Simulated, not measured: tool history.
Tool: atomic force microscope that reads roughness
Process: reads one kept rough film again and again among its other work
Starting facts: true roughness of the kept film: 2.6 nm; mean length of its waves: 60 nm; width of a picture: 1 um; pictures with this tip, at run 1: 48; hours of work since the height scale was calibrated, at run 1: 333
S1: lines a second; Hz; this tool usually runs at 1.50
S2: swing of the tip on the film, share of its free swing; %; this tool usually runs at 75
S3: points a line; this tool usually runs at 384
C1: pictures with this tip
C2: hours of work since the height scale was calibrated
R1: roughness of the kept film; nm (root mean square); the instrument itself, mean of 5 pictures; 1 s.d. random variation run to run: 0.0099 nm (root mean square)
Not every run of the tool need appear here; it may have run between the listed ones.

{"run": 1, "hour": 0.0, "S1": 1.5, "S2": 75, "S3": 384, "C1": 48, "C2": 333, "R1": 2.259}
{"hour": 35.4, "done": "new tip fitted"}
{"run": 2, "hour": 49.0, "S1": 1.5, "S2": 75, "S3": 384, "C1": 16, "C2": 370, "R1": 2.257}
{"run": 3, "hour": 98.7, "S1": 1.5, "S2": 75, "S3": 384, "C1": 73, "C2": 407, "R1": 2.268}
{"hour": 110.7, "done": "new tip fitted"}
{"run": 4, "hour": 137.1, "S1": 1.5, "S2": 75, "S3": 384, "C1": 30, "C2": 435, "R1": 2.256}
{"run": 5, "hour": 179.4, "S1": 1.5, "S2": 75, "S3": 384, "C1": 79, "C2": 467, "R1": 2.255}
{"hour": 187.2, "done": "new tip fitted"}
{"run": 6, "hour": 218.0, "S1": 1.5, "S2": 75, "S3": 384, "C1": 35, "C2": 496, "R1": 2.277}
{"run": 7, "hour": 250.0, "S1": 1.5, "S2": 75, "S3": 384, "C1": 72, "C2": 520, "R1": 2.28}
{"hour": 262.9, "done": "new tip fitted"}
{"run": 8, "hour": 287.8, "S1": 1.5, "S2": 75, "S3": 384, "C1": 28, "C2": 548, "R1": 2.261}
{"run": 9, "hour": 323.4, "S1": 1.5, "S2": 75, "S3": 384, "C1": 69, "C2": 574, "R1": 2.245}
{"hour": 342.4, "done": "new tip fitted"}
{"run": 10, "hour": 353.7, "S1": 1.5, "S2": 75, "S3": 384, "C1": 13, "C2": 596, "R1": 2.292}
{"run": 11, "hour": 374.3, "S1": 1.5, "S2": 75, "S3": 384, "C1": 37, "C2": 612, "R1": 2.263}
{"hour": 419.9, "done": "new tip fitted"}
{"run": 12, "hour": 421.5, "S1": 1.5, "S2": 75, "S3": 844, "C1": 2, "C2": 647, "R1": 2.258}
{"run": 13, "hour": 447.3, "S1": 1.5, "S2": 75, "S3": 844, "C1": 32, "C2": 666, "R1": 2.27}
{"run": 14, "hour": 481.8, "S1": 1.5, "S2": 75, "S3": 844, "C1": 71, "C2": 692, "R1": 2.271}
{"hour": 499.3, "done": "new tip fitted"}
{"run": 15, "hour": 513.4, "S1": 1.5, "S2": 75, "S3": 447, "C1": 16, "C2": 715, "R1": 2.277}
{"run": 16, "hour": 556.6, "S1": 1.5, "S2": 75, "S3": 447, "C1": 66, "C2": 748, "R1": 2.258}
{"hour": 575.5, "done": "new tip fitted"}
{"run": 17, "hour": 587.9, "S1": 1.5, "S2": 75, "S3": 447, "C1": 14, "C2": 771, "R1": 2.252}
{"run": 18, "hour": 616.3, "S1": 1.12, "S2": 75, "S3": 384, "C1": 47, "C2": 792, "R1": 2.333}
{"hour": 652.5, "done": "new tip fitted"}
{"run": 19, "hour": 663.1, "S1": 1.12, "S2": 75, "S3": 384, "C1": 12, "C2": 827, "R1": 2.328}
{"run": 20, "hour": 714.4, "S1": 1.12, "S2": 75, "S3": 384, "C1": 72, "C2": 865, "R1": 2.338}
{"hour": 728.5, "done": "new tip fitted"}
{"run": 21, "hour": 759.5, "S1": 1.5, "S2": 59, "S3": 384, "C1": 36, "C2": 898, "R1": 2.432}
{"run": 22, "hour": 792.7, "S1": 1.5, "S2": 83, "S3": 384, "C1": 75, "C2": 923, "R1": 2.154}
{"hour": 804.6, "done": "new tip fitted"}
{"run": 23, "hour": 836.4, "S1": 1.5, "S2": 83, "S3": 384, "C1": 37, "C2": 956, "R1": 2.145}
{"run": 24, "hour": 877.7, "S1": 1.5, "S2": 83, "S3": 384, "C1": 84, "C2": 987, "R1": 2.142}
{"hour": 881.6, "done": "new tip fitted"}
{"run": 25, "hour": 918.4, "S1": 1.5, "S2": 83, "S3": 384, "C1": 43, "C2": 1017, "R1": 2.151}
{"run": 26, "hour": 955.2, "S1": 1.5, "S2": 83, "S3": 384, "C1": 85, "C2": 1044, "R1": 2.146}
{"hour": 958.2, "done": "new tip fitted"}
{"run": 27, "hour": 983.6, "S1": 1.5, "S2": 83, "S3": 384, "C1": 30, "C2": 1065, "R1": 2.144}
{"run": 28, "hour": 1030.7, "S1": 1.5, "S2": 83, "S3": 384, "C1": 84, "C2": 1100, "R1": 2.162}
{"hour": 1035.8, "done": "new tip fitted"}
{"run": 29, "hour": 1076.2, "S1": 0.62, "S2": 75, "S3": 297, "C1": 47, "C2": 1134, "R1": 2.43}
{"hour": 1110.9, "done": "new tip fitted"}
{"run": 30, "hour": 1122.3, "S1": 1.74, "S2": 71, "S3": 297, "C1": 13, "C2": 1168, "R1": 2.262}
{"run": 31, "hour": 1157.7, "S1": 0.86, "S2": 75, "S3": 656, "C1": 54, "C2": 1195, "R1": 2.383}
{"hour": 1188.3, "done": "new tip fitted"}
{"run": 32, "hour": 1209.0, "S1": 2.2, "S2": 75, "S3": 485, "C1": 23, "C2": 1233, "R1": 2.168}
{"run": 33, "hour": 1248.4, "S1": 0.77, "S2": 75, "S3": 361, "C1": 69, "C2": 1262, "R1": 2.403}
{"hour": 1264.9, "done": "new tip fitted"}
{"run": 34, "hour": 1278.3, "S1": 0.77, "S2": 89, "S3": 278, "C1": 16, "C2": 1284, "R1": 2.263}
{"run": 35, "hour": 1308.5, "S1": 0.78, "S2": 82, "S3": 264, "C1": 51, "C2": 1307, "R1": 2.33}
{"run": 36, "hour": 1332.9, "S1": 3.45, "S2": 75, "S3": 328, "C1": 79, "C2": 1325, "R1": 1.971}
{"hour": 1341.4, "done": "new tip fitted"}
{"run": 37, "hour": 1360.3, "S1": 0.76, "S2": 56, "S3": 936, "C1": 22, "C2": 1345, "R1": 2.501}
{"run": 38, "hour": 1408.7, "S1": 0.53, "S2": 65, "S3": 936, "C1": 78, "C2": 1382, "R1": 2.466}
{"hour": 1419.2, "done": "new tip fitted"}
{"run": 39, "hour": 1431.6, "S1": 0.53, "S2": 65, "S3": 936, "C1": 14, "C2": 1398, "R1": 2.472}
{"run": 40, "hour": 1463.4, "S1": 1.5, "S2": 75, "S3": 587, "C1": 51, "C2": 1422, "R1": 2.238}
{"hour": 1495.3, "done": "new tip fitted"}
{"run": 41, "hour": 1497.6, "S1": 1.01, "S2": 56, "S3": 384, "C1": 3, "C2": 1447, "R1": 2.484}
{"run": 42, "hour": 1549.2, "S1": 0.53, "S2": 57, "S3": 397, "C1": 62, "C2": 1486, "R1": 2.519}
{"hour": 1571.5, "done": "new tip fitted"}
{"run": 43, "hour": 1591.8, "S1": 1.5, "S2": 60, "S3": 584, "C1": 23, "C2": 1518, "R1": 2.419}
{"run": 44, "hour": 1618.9, "S1": 0.58, "S2": 75, "S3": 599, "C1": 54, "C2": 1538, "R1": 2.435}
{"hour": 1649.4, "done": "new tip fitted"}
{"run": 45, "hour": 1662.0, "S1": 0.58, "S2": 75, "S3": 675, "C1": 15, "C2": 1570, "R1": 2.441}
{"run": 46, "hour": 1689.8, "S1": 0.58, "S2": 75, "S3": 675, "C1": 47, "C2": 1591, "R1": 2.413}
{"run": 47, "hour": 1720.0, "S1": 2.72, "S2": 65, "S3": 517, "C1": 82, "C2": 1613, "R1": 2.263}
{"hour": 1728.7, "done": "new tip fitted"}
{"run": 48, "hour": 1750.2, "S1": 2.72, "S2": 65, "S3": 517, "C1": 25, "C2": 1636, "R1": 2.266}
{"run": 49, "hour": 1798.4, "S1": 2.33, "S2": 75, "S3": 856, "C1": 81, "C2": 1672, "R1": 2.131}
{"hour": 1805.4, "done": "new tip fitted"}
{"run": 50, "hour": 1843.0, "S1": 0.75, "S2": 75, "S3": 384, "C1": 44, "C2": 1705, "R1": 2.397}
{"hour": 1884.5, "done": "new tip fitted"}
{"run": 51, "hour": 1890.7, "S1": 1.5, "S2": 75, "S3": 723, "C1": 7, "C2": 1740, "R1": 2.248}

3 options for the next run, each taken on its own from the tool as it stands now. Forecast them:
{"run": "A", "hour": 1911.8, "S1": 1.5, "S2": 75, "S3": 501, "C1": 32, "C2": 1756, "R1": "?"}
{"run": "B", "hour": 1911.8, "S1": 0.75, "S2": 75, "S3": 737, "C1": 32, "C2": 1756, "R1": "?"}
{"run": "C", "hour": 1911.8, "S1": 1.22, "S2": 60, "S3": 337, "C1": 32, "C2": 1756, "R1": "?"}

run=A R1=2.258
run=B R1=2.393
run=C R1=2.451
What these runs would have given with no unlogged condition in the tool:
run=A R1=2.260
run=B R1=2.396
run=C R1=2.454
